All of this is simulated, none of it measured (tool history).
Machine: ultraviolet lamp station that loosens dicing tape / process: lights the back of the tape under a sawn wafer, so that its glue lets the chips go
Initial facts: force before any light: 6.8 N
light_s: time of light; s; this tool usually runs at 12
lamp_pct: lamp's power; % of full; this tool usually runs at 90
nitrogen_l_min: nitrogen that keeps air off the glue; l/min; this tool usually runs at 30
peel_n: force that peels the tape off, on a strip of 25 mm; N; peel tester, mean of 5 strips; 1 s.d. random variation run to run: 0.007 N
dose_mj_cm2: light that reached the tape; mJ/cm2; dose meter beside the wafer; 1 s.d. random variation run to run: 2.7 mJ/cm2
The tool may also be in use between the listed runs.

Run 1, hour 0.0: usual settings. Result: peel_n 0.314 N, dose_mj_cm2 328 mJ/cm2.
Run 2, hour 15.3: usual settings but light_s 8 s. Result: peel_n 0.771 N, dose_mj_cm2 218 mJ/cm2.
Run 3, hour 25.8: usual settings. Result: peel_n 0.326 N, dose_mj_cm2 324 mJ/cm2.
Run 4, hour 47.4: usual settings but lamp_pct 61 % of full. Result: peel_n 0.798 N, dose_mj_cm2 219 mJ/cm2.
Run 5, hour 65.0: usual settings but lamp_pct 61 % of full. Result: peel_n 0.776 N, dose_mj_cm2 219 mJ/cm2.
Run 6, hour 79.8: usual settings. Result: peel_n 0.308 N, dose_mj_cm2 325 mJ/cm2.
Run 7, hour 88.7: usual settings but nitrogen_l_min 9 l/min. Result: peel_n 0.976 N, dose_mj_cm2 321 mJ/cm2.
Run 8, hour 104.0: usual settings. Result: peel_n 0.331 N, dose_mj_cm2 320 mJ/cm2.
Run 9, hour 120.2: usual settings. Result: peel_n 0.320 N, dose_mj_cm2 325 mJ/cm2.
Run 10, hour 130.2: usual settings. Result: peel_n 0.335 N, dose_mj_cm2 317 mJ/cm2.
At hour 152.2: window cleaned of glue's vapour.
Run 11, hour 152.3: usual settings. Result: peel_n 0.266 N, dose_mj_cm2 346 mJ/cm2.
Run 12, hour 174.1: usual settings. Result: peel_n 0.274 N, dose_mj_cm2 352 mJ/cm2.
Run 13, hour 191.0: usual settings but nitrogen_l_min 27 l/min. Result: peel_n 0.313 N, dose_mj_cm2 347 mJ/cm2.
Run 14, hour 201.6: usual settings but nitrogen_l_min 27 l/min. Result: peel_n 0.322 N, dose_mj_cm2 352 mJ/cm2.
Run 15, hour 221.3: usual settings but nitrogen_l_min 27 l/min. Result: peel_n 0.315 N, dose_mj_cm2 347 mJ/cm2.
Run 16, hour 232.2: usual settings but nitrogen_l_min 27 l/min. Result: peel_n 0.312 N, dose_mj_cm2 345 mJ/cm2.
Run 17, hour 249.1: usual settings. Result: peel_n 0.283 N, dose_mj_cm2 343 mJ/cm2.
Run 18, hour 267.6: usual settings. Result: peel_n 0.286 N, dose_mj_cm2 341 mJ/cm2.
Run 19, hour 280.9: usual settings. Result: peel_n 0.301 N, dose_mj_cm2 345 mJ/cm2.
Run 20, hour 300.1: usual settings. Result: peel_n 0.296 N, dose_mj_cm2 342 mJ/cm2.
Run 21, hour 320.4: usual settings. Result: peel_n 0.296 N, dose_mj_cm2 338 mJ/cm2.
Run 22, hour 332.7: usual settings but lamp_pct 75 % of full. Result: peel_n 0.446 N, dose_mj_cm2 282 mJ/cm2.
Run 23, hour 349.1: usual settings but lamp_pct 85 % of full, nitrogen_l_min 26 l/min. Result: peel_n 0.398 N, dose_mj_cm2 320 mJ/cm2.
Run 24, hour 369.5: usual settings but lamp_pct 85 % of full, nitrogen_l_min 26 l/min. Result: peel_n 0.394 N, dose_mj_cm2 321 mJ/cm2.
Run 25, hour 382.3: usual settings but lamp_pct 63 % of full, nitrogen_l_min 25 l/min. Result: peel_n 0.776 N, dose_mj_cm2 228 mJ/cm2.
Run 26, hour 397.4: usual settings but lamp_pct 63 % of full, nitrogen_l_min 25 l/min. Result: peel_n 0.803 N, dose_mj_cm2 232 mJ/cm2.
Run 27, hour 410.8: usual settings but lamp_pct 73 % of full, nitrogen_l_min 22 l/min. Result: peel_n 0.651 N, dose_mj_cm2 272 mJ/cm2.
Run 28, hour 425.3: usual settings but light_s 9 s, lamp_pct 77 % of full, nitrogen_l_min 12 l/min. Result: peel_n 1.592 N, dose_mj_cm2 214 mJ/cm2.
Run 29, hour 441.7: usual settings but light_s 9 s, lamp_pct 77 % of full, nitrogen_l_min 12 l/min. Result: peel_n 1.640 N, dose_mj_cm2 211 mJ/cm2.
Run 30, hour 454.0: usual settings but light_s 9 s, lamp_pct 77 % of full, nitrogen_l_min 12 l/min. Result: peel_n 1.625 N, dose_mj_cm2 214 mJ/cm2.
Run 31, hour 465.8: usual settings but lamp_pct 73 % of full, nitrogen_l_min 39 l/min. Result: peel_n 0.414 N, dose_mj_cm2 265 mJ/cm2.
Run 32, hour 479.3: usual settings but light_s 6 s, lamp_pct 73 % of full, nitrogen_l_min 56 l/min. Result: peel_n 1.302 N, dose_mj_cm2 132 mJ/cm2.
Run 33, hour 489.7: usual settings but light_s 17 s, lamp_pct 82 % of full, nitrogen_l_min 50 l/min. Result: peel_n 0.122 N, dose_mj_cm2 421 mJ/cm2.
Run 34, hour 499.0: usual settings but light_s 13 s, lamp_pct 78 % of full, nitrogen_l_min 19 l/min. Result: peel_n 0.572 N, dose_mj_cm2 301 mJ/cm2.

Run 35 comes next. What will it give?
Run 35, hour 509.1: usual settings but light_s 13 s, lamp_pct 73 % of full. Result: peel_n ?, dose_mj_cm2 ?.

Run 35 produced peel_n 0.428 N, dose_mj_cm2 289 mJ/cm2.
Were there no unlogged condition in the tool, this run, its random variation unchanged, would have produced peel_n 0.325 N, dose_mj_cm2 325 mJ/cm2.

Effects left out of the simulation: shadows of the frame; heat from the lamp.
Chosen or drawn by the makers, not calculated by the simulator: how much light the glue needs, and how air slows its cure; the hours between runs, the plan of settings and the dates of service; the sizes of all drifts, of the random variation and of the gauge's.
